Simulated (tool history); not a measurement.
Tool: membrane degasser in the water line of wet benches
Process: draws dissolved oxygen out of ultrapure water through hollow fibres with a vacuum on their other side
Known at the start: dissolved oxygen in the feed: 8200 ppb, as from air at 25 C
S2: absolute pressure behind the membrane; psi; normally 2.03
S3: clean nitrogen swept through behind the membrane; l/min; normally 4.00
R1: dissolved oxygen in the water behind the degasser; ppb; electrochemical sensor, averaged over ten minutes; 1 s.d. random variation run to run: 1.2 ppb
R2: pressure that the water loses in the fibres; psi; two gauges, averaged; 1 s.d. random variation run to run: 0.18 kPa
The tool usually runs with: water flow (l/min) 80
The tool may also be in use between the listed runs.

run 1 hour=0.0 | water_flow_(l/min)=80 S2=2.03 S3=4.00 | R1=468.1 R2=4.569
run 2 hour=126.2 | water_flow_(l/min)=80 S2=2.03 S3=4.00 | R1=468.5 R2=4.608
-- hour=211.5 seals of the vacuum lines changed
run 3 hour=358.6 | water_flow_(l/min)=80 S2=2.03 S3=4.00 | R1=466.7 R2=4.554
run 4 hour=498.8 | water_flow_(l/min)=85 S2=2.03 S3=4.00 | R1=493.0 R2=4.886
run 5 hour=611.1 | water_flow_(l/min)=80 S2=2.90 S3=4.00 | R1=700.5 R2=4.617
run 6 hour=727.2 | water_flow_(l/min)=80 S2=2.90 S3=4.00 | R1=703.2 R2=4.646
run 7 hour=911.4 | water_flow_(l/min)=80 S2=2.90 S3=4.00 | R1=702.3 R2=4.659
run 8 hour=1130.8 | water_flow_(l/min)=80 S2=2.90 S3=7.01 | R1=436.4 R2=4.590
run 9 hour=1310.1 | water_flow_(l/min)=80 S2=2.90 S3=7.01 | R1=436.9 R2=4.640
run 10 hour=1541.4 | water_flow_(l/min)=80 S2=2.03 S3=4.00 | R1=470.1 R2=4.663
run 11 hour=1735.5 | water_flow_(l/min)=80 S2=2.03 S3=4.00 | R1=469.9 R2=4.654
run 12 hour=1918.6 | water_flow_(l/min)=80 S2=2.03 S3=4.00 | R1=469.1 R2=4.685
run 13 hour=2104.2 | water_flow_(l/min)=80 S2=2.03 S3=4.00 | R1=469.5 R2=4.701
run 14 hour=2239.1 | water_flow_(l/min)=80 S2=2.03 S3=4.00 | R1=472.5 R2=4.638
run 15 hour=2383.4 | water_flow_(l/min)=80 S2=2.03 S3=4.00 | R1=472.1 R2=4.692
run 16 hour=2587.2 | water_flow_(l/min)=80 S2=2.03 S3=4.00 | R1=474.7 R2=4.792
run 17 hour=2814.7 | water_flow_(l/min)=113 S2=3.02 S3=4.00 | R1=983.0 R2=6.696
run 18 hour=2937.3 | water_flow_(l/min)=113 S2=3.02 S3=4.00 | R1=987.4 R2=6.725
-- hour=2954.2 vacuum gauge calibrated
run 19 hour=3063.0 | water_flow_(l/min)=111 S2=3.97 S3=3.08 | R1=1542.0 R2=6.547
run 20 hour=3184.2 | water_flow_(l/min)=81 S2=3.06 S3=10.60 | R1=331.3 R2=4.812
run 21 hour=3302.1 | water_flow_(l/min)=80 S2=2.03 S3=9.72 | R1=221.8 R2=4.715
run 22 hour=3417.3 | water_flow_(l/min)=80 S2=3.51 S3=4.00 | R1=871.7 R2=4.775
-- hour=3447.0 vacuum gauge calibrated, once more
run 23 hour=3547.3 | water_flow_(l/min)=108 S2=1.67 S3=4.82 | R1=416.7 R2=6.425
run 24 hour=3726.8 | water_flow_(l/min)=108 S2=1.65 S3=3.23 | R1=561.8 R2=6.460
run 25 hour=3921.3 | water_flow_(l/min)=62 S2=3.84 S3=4.00 | R1=764.8 R2=3.758
run 26 hour=4082.7 | water_flow_(l/min)=80 S2=5.05 S3=5.31 | R1=985.8 R2=4.766
-- hour=4126.6 seals of the vacuum lines changed
run 27 hour=4299.9 | water_flow_(l/min)=80 S2=3.45 S3=5.31 | R1=667.7 R2=4.805
run 28 hour=4415.8 | water_flow_(l/min)=70 S2=4.06 S3=2.57 | R1=1257.2 R2=4.221
run 29 hour=4563.3 | water_flow_(l/min)=69 S2=2.16 S3=4.96 | R1=367.0 R2=4.148
-- hour=4584.6 membrane cartridge changed
run 30 hour=4746.1 | water_flow_(l/min)=80 S2=4.86 S3=2.26 | R1=1800.5 R2=4.403
run 31 hour=4957.3 | water_flow_(l/min)=80 S2=4.86 S3=2.26 | R1=1807.7 R2=4.437

Forecast each of these 3 alternatives for the next run:
run A hour=5151.1 | water_flow_(l/min)=118 S2=2.29 S3=10.40 | R1=? R2=?
run B hour=5151.1 | water_flow_(l/min)=106 S2=4.86 S3=1.77 | R1=? R2=?
run C hour=5151.1 | water_flow_(l/min)=80 S2=1.45 S3=2.26 | R1=? R2=?

run=A R1=345.4 R2=6.480
run=B R1=2516.9 R2=5.877
run=C R1=479.5 R2=4.474
The same runs, with their run-to-run variation unchanged, on a tool lacking any hidden condition would have given:
run=A R1=342.6 R2=6.438
run=B R1=2512.3 R2=5.838
run=C R1=474.6 R2=4.445
